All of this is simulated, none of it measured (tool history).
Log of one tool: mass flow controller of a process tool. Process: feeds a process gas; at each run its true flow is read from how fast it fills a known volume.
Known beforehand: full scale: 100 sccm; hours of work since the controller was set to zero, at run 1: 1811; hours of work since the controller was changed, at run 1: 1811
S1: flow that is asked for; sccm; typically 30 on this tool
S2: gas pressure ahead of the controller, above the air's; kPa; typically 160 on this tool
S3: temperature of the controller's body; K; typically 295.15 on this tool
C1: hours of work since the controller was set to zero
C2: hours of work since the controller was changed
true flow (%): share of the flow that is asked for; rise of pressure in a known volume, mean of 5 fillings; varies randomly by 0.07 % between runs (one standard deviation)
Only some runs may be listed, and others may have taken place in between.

run 1 hour=0 | S1=30 S2=160 S3=295.15 | C1=1811 C2=1811 | true_flow_(%)=99.11
run 2 hour=174.6 | S1=30 S2=160 S3=295.15 | C1=1941 C2=1941 | true_flow_(%)=99.22
run 3 hour=353 | S1=30 S2=160 S3=297.15 | C1=2074 C2=2074 | true_flow_(%)=98.92
run 4 hour=521.3 | S1=30 S2=160 S3=297.15 | C1=2199 C2=2199 | true_flow_(%)=99.01
run 5 hour=772 | S1=30 S2=160 S3=297.15 | C1=2386 C2=2386 | true_flow_(%)=98.91
run 6 hour=940.6 | S1=57 S2=160 S3=295.15 | C1=2512 C2=2512 | true_flow_(%)=99.54
run 7 hour=1139.5 | S1=57 S2=160 S3=295.15 | C1=2660 C2=2660 | true_flow_(%)=99.61
run 8 hour=1339.8 | S1=57 S2=160 S3=295.15 | C1=2810 C2=2810 | true_flow_(%)=99.65
run 9 hour=1514.8 | S1=57 S2=169 S3=295.15 | C1=2940 C2=2940 | true_flow_(%)=99.63
run 10 hour=1799.6 | S1=57 S2=169 S3=295.15 | C1=3153 C2=3153 | true_flow_(%)=99.56
run 11 hour=2045.5 | S1=57 S2=169 S3=294.15 | C1=3336 C2=3336 | true_flow_(%)=99.66
run 12 hour=2226.5 | S1=57 S2=169 S3=294.15 | C1=3471 C2=3471 | true_flow_(%)=99.73
run 13 hour=2409.5 | S1=57 S2=255 S3=294.15 | C1=3608 C2=3608 | true_flow_(%)=99.93
run 14 hour=2720.8 | S1=57 S2=255 S3=294.15 | C1=3840 C2=3840 | true_flow_(%)=99.96
run 15 hour=3002.5 | S1=54 S2=255 S3=294.15 | C1=4050 C2=4050 | true_flow_(%)=99.97
run 16 hour=3158.9 | S1=54 S2=255 S3=294.15 | C1=4167 C2=4167 | true_flow_(%)=99.98
-- hour=3476.1 controller's zero set anew
run 17 hour=3520.3 | S1=54 S2=255 S3=294.15 | C1=33 C2=4436 | true_flow_(%)=99.86
run 18 hour=3809 | S1=54 S2=255 S3=294.15 | C1=248 C2=4651 | true_flow_(%)=99.92
run 19 hour=4164.5 | S1=30 S2=201 S3=295.15 | C1=513 C2=4916 | true_flow_(%)=99.36
run 20 hour=4327.8 | S1=71 S2=160 S3=295.15 | C1=635 C2=5038 | true_flow_(%)=99.85
run 21 hour=4629.5 | S1=71 S2=160 S3=295.15 | C1=860 C2=5263 | true_flow_(%)=99.86
run 22 hour=4799.6 | S1=71 S2=160 S3=295.15 | C1=987 C2=5390 | true_flow_(%)=99.78
run 23 hour=4956.5 | S1=68 S2=160 S3=295.15 | C1=1104 C2=5507 | true_flow_(%)=99.83
run 24 hour=5233.5 | S1=68 S2=160 S3=295.15 | C1=1311 C2=5713 | true_flow_(%)=99.78
run 25 hour=5441.5 | S1=68 S2=228 S3=309.15 | C1=1466 C2=5869 | true_flow_(%)=98.5
run 26 hour=5806.8 | S1=20 S2=164 S3=305.15 | C1=1738 C2=6141 | true_flow_(%)=98.02
run 27 hour=6149.9 | S1=58 S2=280 S3=311.15 | C1=1994 C2=6397 | true_flow_(%)=98.34
run 28 hour=6376.4 | S1=27 S2=160 S3=313.15 | C1=2163 C2=6566 | true_flow_(%)=97.25
run 29 hour=6583.1 | S1=30 S2=222 S3=295.15 | C1=2317 C2=6720 | true_flow_(%)=99.4

Estimate the outcome of run 30 from the log above:
-- hour=6839.6 controller exchanged for a calibrated one
run 30 hour=6904.9 | S1=30 S2=222 S3=295.15 | C1=49 C2=49 | true_flow_(%)=?

{"run 30": {"true flow (%)": 99.3}}
On a tool with no hidden condition, and with the same random variation, this run would have come out at true flow (%) 99.3.

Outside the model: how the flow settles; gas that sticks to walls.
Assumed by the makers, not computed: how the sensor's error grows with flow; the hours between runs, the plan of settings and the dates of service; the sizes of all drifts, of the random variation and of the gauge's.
